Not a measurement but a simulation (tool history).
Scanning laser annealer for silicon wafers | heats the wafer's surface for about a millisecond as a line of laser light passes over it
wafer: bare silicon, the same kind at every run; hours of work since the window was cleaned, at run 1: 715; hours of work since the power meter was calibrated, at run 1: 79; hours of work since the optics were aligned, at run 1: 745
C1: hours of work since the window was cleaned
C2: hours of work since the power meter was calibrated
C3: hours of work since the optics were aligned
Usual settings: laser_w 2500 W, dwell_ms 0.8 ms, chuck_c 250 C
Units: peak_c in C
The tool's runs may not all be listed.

Run 1, day 0: usual settings; C1 715; C2 79; C3 745. Result: peak_c 930 C.
Run 2, day 0.479: usual settings; C1 721; C2 85; C3 751. Result: peak_c 928 C.
Run 3, day 0.971: usual settings but laser_w 2389 W; C1 727; C2 91; C3 757. Result: peak_c 893 C.
Run 4, day 1.4: usual settings but laser_w 2658 W; C1 733; C2 97; C3 763. Result: peak_c 976 C.
Run 5, day 1.929: usual settings but laser_w 2658 W; C1 740; C2 104; C3 769. Result: peak_c 979 C.
Run 6, day 2.325: usual settings but laser_w 2658 W; C1 745; C2 109; C3 774. Result: peak_c 976 C.
Run 7, day 2.55: usual settings but laser_w 2658 W; C1 747; C2 112; C3 777. Result: peak_c 977 C.
Run 8, day 3.025: usual settings but laser_w 2658 W; C1 754; C2 118; C3 783. Result: peak_c 974 C.
Run 9, day 3.429: usual settings but laser_w 2658 W; C1 759; C2 123; C3 789. Result: peak_c 978 C.
Run 10, day 3.825: usual settings; C1 764; C2 128; C3 794. Result: peak_c 925 C.
Run 11, day 4.092: usual settings; C1 767; C2 131; C3 797. Result: peak_c 926 C.
Run 12, day 4.383: usual settings; C1 771; C2 135; C3 801. Result: peak_c 928 C.
Run 13, day 4.821: usual settings but chuck_c 232 C; C1 777; C2 141; C3 806. Result: peak_c 904 C.
Run 14, day 5.15: usual settings but chuck_c 232 C; C1 781; C2 145; C3 810. Result: peak_c 907 C.
Run 15, day 5.633: usual settings but chuck_c 232 C; C1 787; C2 151; C3 817. Result: peak_c 909 C.
Run 16, day 5.858: usual settings but chuck_c 211 C; C1 790; C2 154; C3 820. Result: peak_c 889 C.
Run 17, day 6.138: usual settings but chuck_c 211 C; C1 793; C2 157; C3 823. Result: peak_c 885 C.
Run 18, day 6.546: usual settings but chuck_c 211 C; C1 799; C2 163; C3 828. Result: peak_c 885 C.
Run 19, day 6.992: usual settings but chuck_c 211 C; C1 804; C2 168; C3 834. Result: peak_c 887 C.
Run 20, day 7.383: usual settings but chuck_c 211 C; C1 809; C2 173; C3 839. Result: peak_c 882 C.
Run 21, day 7.867: usual settings; C1 815; C2 180; C3 845. Result: peak_c 923 C.
Run 22, day 8.358: usual settings but laser_w 2554 W, chuck_c 257 C; C1 822; C2 186; C3 851. Result: peak_c 951 C.
Run 23, day 8.712: usual settings but laser_w 2554 W, chuck_c 257 C; C1 826; C2 190; C3 856. Result: peak_c 952 C.
Run 24, day 8.992: usual settings but laser_w 2584 W, dwell_ms 0.82 ms, chuck_c 257 C; C1 830; C2 194; C3 860. Result: peak_c 968 C.
Run 25, day 9.412: usual settings but chuck_c 221 C; C1 835; C2 199; C3 865. Result: peak_c 899 C.
Run 26, day 9.738: usual settings but chuck_c 221 C; C1 839; C2 203; C3 869. Result: peak_c 896 C.
Run 27, day 10.033: usual settings but laser_w 2192 W, dwell_ms 0.817 ms, chuck_c 269 C; C1 843; C2 207; C3 873. Result: peak_c 855 C.
Run 28, day 10.488: usual settings but laser_w 2192 W, dwell_ms 0.817 ms, chuck_c 269 C; C1 849; C2 213; C3 879. Result: peak_c 855 C.
Run 29, day 10.738: usual settings but laser_w 2636 W, dwell_ms 0.817 ms, chuck_c 269 C; C1 852; C2 216; C3 882. Result: peak_c 994 C.
Run 30, day 11.2: usual settings but laser_w 2400 W, dwell_ms 0.797 ms, chuck_c 283 C; C1 858; C2 222; C3 888. Result: peak_c 927 C.
At day 11.658: window over the wafer cleaned.
Run 31, day 11.812: usual settings but laser_w 2400 W, dwell_ms 0.797 ms, chuck_c 283 C; C1 2; C2 229; C3 895. Result: peak_c 943 C.
Run 32, day 12.075: usual settings but laser_w 2400 W, dwell_ms 0.797 ms, chuck_c 283 C; C1 5; C2 232; C3 898. Result: peak_c 944 C.
Run 33, day 12.412: usual settings but laser_w 2514 W, dwell_ms 0.624 ms, chuck_c 213 C; C1 10; C2 237; C3 902. Result: peak_c 840 C.
Run 34, day 12.758: usual settings but laser_w 2514 W, dwell_ms 0.624 ms, chuck_c 213 C; C1 14; C2 241; C3 907. Result: peak_c 840 C.
Run 35, day 13.142: usual settings but laser_w 2514 W, dwell_ms 0.939 ms, chuck_c 275 C; C1 19; C2 246; C3 912. Result: peak_c 1024 C.
Run 36, day 13.392: usual settings but laser_w 2514 W, dwell_ms 0.939 ms, chuck_c 275 C; C1 22; C2 249; C3 915. Result: peak_c 1021 C.
Run 37, day 13.679: usual settings but laser_w 2553 W, dwell_ms 0.889 ms, chuck_c 265 C; C1 26; C2 253; C3 918. Result: peak_c 1009 C.
Run 38, day 14.167: usual settings but laser_w 2553 W, dwell_ms 0.743 ms, chuck_c 216 C; C1 32; C2 259; C3 925. Result: peak_c 905 C.
Run 39, day 14.646: usual settings but laser_w 2653 W, dwell_ms 0.997 ms, chuck_c 283 C; C1 38; C2 265; C3 931. Result: peak_c 1100 C.
Run 40, day 14.954: usual settings but laser_w 2430 W; C1 42; C2 269; C3 935. Result: peak_c 920 C.
Run 41, day 15.379: usual settings but laser_w 2504 W, chuck_c 288 C; C1 48; C2 274; C3 940. Result: peak_c 978 C.
Run 42, day 15.733: usual settings but laser_w 2504 W, chuck_c 288 C; C1 52; C2 279; C3 945. Result: peak_c 981 C.

Some steps in peak_c between neighbouring runs. How much of each would the tool show without its hidden state too (settings, what came in, random variation), and how much is left for the hidden state, with any gauge scatter that isn't in both results?
The hidden state here: light that passes the window, % of a clean one's; laser's true power over the reading, %; width of the line over the set one, %; drift of the gauge itself on peak_c, C.
Run 26 -> 27: laser_w 2500 -> 2192, dwell_ms 0.8 -> 0.817, chuck_c 221 -> 269. peak_c -41 C: hidden state +5, all else -46.
Run 28 -> 29: laser_w 2192 -> 2636. peak_c +139 C: hidden state -8, all else +147.
Run 30 -> 31: window over the wafer cleaned. peak_c +16 C: hidden state +18, all else -2.
Run 34 -> 35: dwell_ms 0.624 -> 0.939, chuck_c 213 -> 275. peak_c +184 C: hidden state -4, all else +188.
Run 38 -> 39: laser_w 2553 -> 2653, dwell_ms 0.743 -> 0.997, chuck_c 216 -> 283. peak_c +195 C: hidden state -4, all else +199.
Run 39 -> 40: laser_w 2653 -> 2430, dwell_ms 0.997 -> 0.8, chuck_c 283 -> 250. peak_c -180 C: hidden state +5, all else -185.
